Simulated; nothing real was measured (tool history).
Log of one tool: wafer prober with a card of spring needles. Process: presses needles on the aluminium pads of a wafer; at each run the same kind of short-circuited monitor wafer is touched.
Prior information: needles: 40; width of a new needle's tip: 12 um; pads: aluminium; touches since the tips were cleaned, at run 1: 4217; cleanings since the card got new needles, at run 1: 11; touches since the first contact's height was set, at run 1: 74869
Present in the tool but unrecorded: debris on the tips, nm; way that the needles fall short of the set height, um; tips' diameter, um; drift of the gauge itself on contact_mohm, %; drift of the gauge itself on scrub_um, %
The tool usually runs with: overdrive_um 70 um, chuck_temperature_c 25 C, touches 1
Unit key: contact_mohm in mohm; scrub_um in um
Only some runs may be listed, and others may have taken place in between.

| run | hour | overdrive_um | chuck_temperature_c | touches | touches since the tips were cleaned | cleanings since the card got new needles | touches since the first contact's height was set | contact_mohm | scrub_um |
|---|---|---|---|---|---|---|---|---|---|
| 1 | 0.0 | 70 | 25 | 1 | 4217 | 11 | 74869 | 148 | 12.16 |
|  | 5.4 | tips cleaned on abrasive film |
|  | 18.6 | tips cleaned on abrasive film |
| 2 | 29.9 | 70 | 25 | 1 | 5735 | 13 | 89874 | 148 | 12.22 |
|  | 33.0 | tips cleaned on abrasive film |
|  | 45.3 | tips cleaned on abrasive film |
| 3 | 47.4 | 70 | 112 | 1 | 1032 | 15 | 98568 | 160 | 12.24 |
|  | 59.6 | tips cleaned on abrasive film |
|  | 73.1 | tips cleaned on abrasive film |
| 4 | 79.0 | 70 | 25 | 1 | 2979 | 17 | 114455 | 146 | 12.21 |
|  | 85.1 | tips cleaned on abrasive film |
| 5 | 96.6 | 70 | 25 | 1 | 5791 | 18 | 123269 | 143 | 12.14 |
|  | 99.3 | tips cleaned on abrasive film |
|  | 113.3 | tips cleaned on abrasive film |
|  | 125.7 | tips cleaned on abrasive film |
| 6 | 125.7 | 70 | 25 | 1 | 0 | 21 | 137820 | 146 | 12.20 |
|  | 137.9 | tips cleaned on abrasive film |
| 7 | 140.4 | 70 | 25 | 1 | 1250 | 22 | 145178 | 146 | 12.21 |
|  | 152.2 | tips cleaned on abrasive film |
| 8 | 158.3 | 70 | 25 | 2 | 3062 | 23 | 154137 | 146 | 12.24 |
|  | 164.4 | tips cleaned on abrasive film |
| 9 | 174.1 | 53 | 25 | 1 | 4921 | 24 | 162092 | 150 | 9.27 |
|  | 177.1 | tips cleaned on abrasive film |
| 10 | 188.3 | 53 | 43 | 1 | 5669 | 25 | 169196 | 152 | 9.27 |
|  | 190.3 | tips cleaned on abrasive film |
|  | 196.7 | height of the first contact set anew |
|  | 202.7 | tips cleaned on abrasive film |
| 11 | 208.9 | 53 | 43 | 1 | 3126 | 27 | 6109 | 153 | 9.32 |
|  | 216.8 | tips cleaned on abrasive film |
|  | 229.5 | tips cleaned on abrasive film |
|  | 242.0 | tips cleaned on abrasive film |
| 12 | 242.0 | 70 | 25 | 1 | 0 | 30 | 22638 | 145 | 12.25 |
|  | 255.3 | tips cleaned on abrasive film |
| 13 | 261.4 | 70 | 25 | 1 | 3111 | 31 | 32406 | 148 | 12.30 |
|  | 268.9 | tips cleaned on abrasive film |
| 14 | 275.5 | 62 | 25 | 1 | 3345 | 32 | 39465 | 146 | 10.76 |
|  | 281.6 | tips cleaned on abrasive film |
|  | 295.3 | tips cleaned on abrasive film |
| 15 | 300.3 | 62 | 25 | 1 | 2523 | 34 | 51862 | 148 | 10.84 |
|  | 307.2 | tips cleaned on abrasive film |
|  | 319.1 | tips cleaned on abrasive film |
| 16 | 328.8 | 68 | 25 | 1 | 4896 | 36 | 66125 | 144 | 11.88 |
|  | 332.9 | tips cleaned on abrasive film |
|  | 347.0 | tips cleaned on abrasive film |
| 17 | 347.5 | 81 | 27 | 2 | 269 | 38 | 75487 | 145 | 14.30 |
|  | 359.9 | tips cleaned on abrasive film |
|  | 373.6 | tips cleaned on abrasive film |
| 18 | 378.1 | 81 | 27 | 2 | 2293 | 40 | 90822 | 143 | 14.29 |
|  | 385.9 | tips cleaned on abrasive film |
|  | 398.5 | tips cleaned on abrasive film |
| 19 | 403.4 | 70 | 34 | 1 | 2493 | 42 | 103494 | 144 | 12.33 |
|  | 412.2 | tips cleaned on abrasive film |
| 20 | 417.5 | 70 | 34 | 1 | 2690 | 43 | 110562 | 150 | 12.32 |
|  | 424.2 | tips cleaned on abrasive film |
|  | 437.1 | tips cleaned on abrasive film |
| 21 | 442.6 | 70 | 28 | 2 | 2778 | 45 | 123118 | 149 | 12.41 |
|  | 448.9 | tips cleaned on abrasive film |
|  | 462.3 | tips cleaned on abrasive film |
| 22 | 466.2 | 50 | 84 | 1 | 1976 | 47 | 134941 | 162 | 8.86 |
|  | 474.9 | tips cleaned on abrasive film |
|  | 487.1 | tips cleaned on abrasive film |
| 23 | 496.2 | 50 | 74 | 2 | 4611 | 49 | 149979 | 162 | 8.82 |
|  | 501.4 | tips cleaned on abrasive film |
|  | 514.0 | tips cleaned on abrasive film |
|  | 527.8 | tips cleaned on abrasive film |
| 24 | 528.8 | 57 | 45 | 1 | 526 | 52 | 166271 | 151 | 10.09 |
|  | 539.6 | tips cleaned on abrasive film |
|  | 542.0 | height of the first contact set anew |
| 25 | 548.1 | 57 | 45 | 1 | 4115 | 53 | 3062 | 151 | 10.13 |
|  | 552.1 | tips cleaned on abrasive film |
|  | 566.6 | tips cleaned on abrasive film |
|  | 579.8 | tips cleaned on abrasive film |
| 26 | 581.2 | 78 | 26 | 3 | 665 | 56 | 19602 | 145 | 13.89 |
|  | 593.1 | tips cleaned on abrasive film |
| 27 | 603.5 | 78 | 106 | 3 | 5242 | 57 | 30811 | 158 | 13.84 |
|  | 606.5 | tips cleaned on abrasive film |
|  | 619.7 | tips cleaned on abrasive film |
| 28 | 626.2 | 89 | 25 | 1 | 3286 | 59 | 42168 | 141 | 15.77 |
|  | 632.2 | tips cleaned on abrasive film |
| 29 | 640.9 | 70 | 29 | 2 | 4374 | 60 | 49545 | 146 | 12.41 |

Run by run, hidden condition taken away, random variation retained:
| run | scrub_um |
|---|---|
| 1 | 12.16 |
| 2 | 12.21 |
| 3 | 12.22 |
| 4 | 12.18 |
| 5 | 12.10 |
| 6 | 12.14 |
| 7 | 12.14 |
| 8 | 12.17 |
| 9 | 9.21 |
| 10 | 9.20 |
| 11 | 9.24 |
| 12 | 12.14 |
| 13 | 12.18 |
| 14 | 10.64 |
| 15 | 10.72 |
| 16 | 11.74 |
| 17 | 14.12 |
| 18 | 14.09 |
| 19 | 12.14 |
| 20 | 12.13 |
| 21 | 12.21 |
| 22 | 8.71 |
| 23 | 8.66 |
| 24 | 9.90 |
| 25 | 9.92 |
| 26 | 13.59 |
| 27 | 13.54 |
| 28 | 15.41 |
| 29 | 12.12 |
contact_mohm: within 1 mohm of the measured result in every run.
